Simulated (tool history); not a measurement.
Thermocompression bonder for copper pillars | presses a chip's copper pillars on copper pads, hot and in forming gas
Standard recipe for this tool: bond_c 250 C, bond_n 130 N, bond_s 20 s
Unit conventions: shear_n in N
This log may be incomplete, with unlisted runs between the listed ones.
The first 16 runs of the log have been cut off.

{"run": 17, "hour": 423.5, "bond_c": 250, "bond_n": 130, "bond_s": 15, "shear_n": 36.0}
{"run": 18, "hour": 440.2, "bond_c": 250, "bond_n": 130, "bond_s": 15, "shear_n": 36.9}
{"run": 19, "hour": 458.9, "bond_c": 250, "bond_n": 130, "bond_s": 15, "shear_n": 35.7}
{"run": 20, "hour": 496.2, "bond_c": 250, "bond_n": 130, "bond_s": 15, "shear_n": 35.9}
{"hour": 521.3, "done": "forming gas filter changed"}
{"run": 21, "hour": 535.6, "bond_c": 230, "bond_n": 130, "bond_s": 42, "shear_n": 43.4}
{"run": 22, "hour": 556.6, "bond_c": 250, "bond_n": 114, "bond_s": 32, "shear_n": 47.0}
{"run": 23, "hour": 585.6, "bond_c": 261, "bond_n": 130, "bond_s": 35, "shear_n": 59.9}
{"run": 24, "hour": 604.9, "bond_c": 233, "bond_n": 84, "bond_s": 20, "shear_n": 23.1}
{"run": 25, "hour": 641.0, "bond_c": 235, "bond_n": 130, "bond_s": 20, "shear_n": 34.2}
{"run": 26, "hour": 678.6, "bond_c": 235, "bond_n": 190, "bond_s": 20, "shear_n": 43.4}
{"run": 27, "hour": 707.6, "bond_c": 235, "bond_n": 190, "bond_s": 20, "shear_n": 43.8}
{"run": 28, "hour": 736.3, "bond_c": 267, "bond_n": 114, "bond_s": 31, "shear_n": 54.9}
{"hour": 746.1, "done": "heater calibrated with a thermocouple chip"}
{"run": 29, "hour": 776.7, "bond_c": 267, "bond_n": 181, "bond_s": 31, "shear_n": 75.1}
{"run": 30, "hour": 803.1, "bond_c": 250, "bond_n": 130, "bond_s": 33, "shear_n": 53.7}
{"run": 31, "hour": 819.5, "bond_c": 231, "bond_n": 130, "bond_s": 14, "shear_n": 29.7}
{"run": 32, "hour": 841.4, "bond_c": 231, "bond_n": 130, "bond_s": 14, "shear_n": 28.5}
{"run": 33, "hour": 861.3, "bond_c": 231, "bond_n": 130, "bond_s": 14, "shear_n": 28.9}
{"run": 34, "hour": 882.8, "bond_c": 249, "bond_n": 155, "bond_s": 47, "shear_n": 62.4}
{"run": 35, "hour": 915.8, "bond_c": 249, "bond_n": 155, "bond_s": 48, "shear_n": 62.6}
{"run": 36, "hour": 946.7, "bond_c": 249, "bond_n": 84, "bond_s": 11, "shear_n": 23.8}
{"run": 37, "hour": 974.5, "bond_c": 249, "bond_n": 84, "bond_s": 22, "shear_n": 31.5}
{"run": 38, "hour": 997.3, "bond_c": 230, "bond_n": 84, "bond_s": 22, "shear_n": 22.8}
{"run": 39, "hour": 1018.4, "bond_c": 253, "bond_n": 160, "bond_s": 54, "shear_n": 66.0}
{"hour": 1040.1, "done": "forming gas filter changed"}
{"run": 40, "hour": 1050.8, "bond_c": 253, "bond_n": 160, "bond_s": 54, "shear_n": 73.2}

Here are 3 independent what-if runs from the current tool condition. What would each one return?
{"run": "A", "hour": 1083.9, "bond_c": 228, "bond_n": 112, "bond_s": 30, "shear_n": "?"}
{"run": "B", "hour": 1083.9, "bond_c": 270, "bond_n": 141, "bond_s": 35, "shear_n": "?"}
{"run": "C", "hour": 1083.9, "bond_c": 254, "bond_n": 130, "bond_s": 50, "shear_n": "?"}

run=A shear_n=34.4
run=B shear_n=69.0
run=C shear_n=62.5
What these runs would have given with no unlogged condition in the tool:
run=A shear_n=38.0
run=B shear_n=73.4
run=C shear_n=67.0
